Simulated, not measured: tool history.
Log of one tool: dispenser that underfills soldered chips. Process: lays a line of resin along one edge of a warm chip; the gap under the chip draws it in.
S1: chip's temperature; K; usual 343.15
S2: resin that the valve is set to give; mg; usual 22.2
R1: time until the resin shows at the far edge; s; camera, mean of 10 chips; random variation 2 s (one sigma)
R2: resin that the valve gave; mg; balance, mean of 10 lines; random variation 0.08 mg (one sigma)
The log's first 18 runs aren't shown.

run,day,S1,S2,R1,R2
# day 6.283: new syringe of resin
19,6.533,337.15,20.1,291.6,19.31
# day 6.804: new syringe of resin
20,6.804,337.15,20.1,247.5,19.17
# day 7.175: dispensing valve cleaned and set on the balance
21,7.292,329.15,23.3,445.3,23.17
# day 7.375: new syringe of resin
22,7.575,329.15,27.6,377.0,27.41
23,7.867,329.15,27.6,441.1,27.49
# day 7.904: new syringe of resin
24,8.212,335.15,21.5,319.0,21.28
# day 8.421: new syringe of resin
25,8.421,335.15,21.5,256.6,21.31
26,8.767,349.15,24.5,184.0,24.21
# day 8.950: new syringe of resin
27,9.229,349.15,24.5,178.1,24.06
# day 9.500: new syringe of resin
28,9.600,343.15,26.2,190.9,25.65
29,9.875,343.15,26.2,228.6,25.59
# day 10.021: new syringe of resin
30,10.183,334.15,19.2,295.9,18.69

Forecast each of these 5 alternatives for the next run:
A,10.517,336.15,26.3,?,?
B,10.517,348.15,21.8,?,?
C,10.517,355.15,22.5,?,?
D,10.517,357.15,26.1,?,?
E,10.517,349.15,27.2,?,?

run,R1,R2
A,324.6,25.57
B,206.0,21.20
C,158.5,21.81
D,145.5,25.40
E,192.8,26.48
Without the tool's hidden state the same runs would have given:
run,R1,R2
A,258.0,26.39
B,162.7,21.88
C,125.0,22.51
D,114.9,26.21
E,152.6,27.33
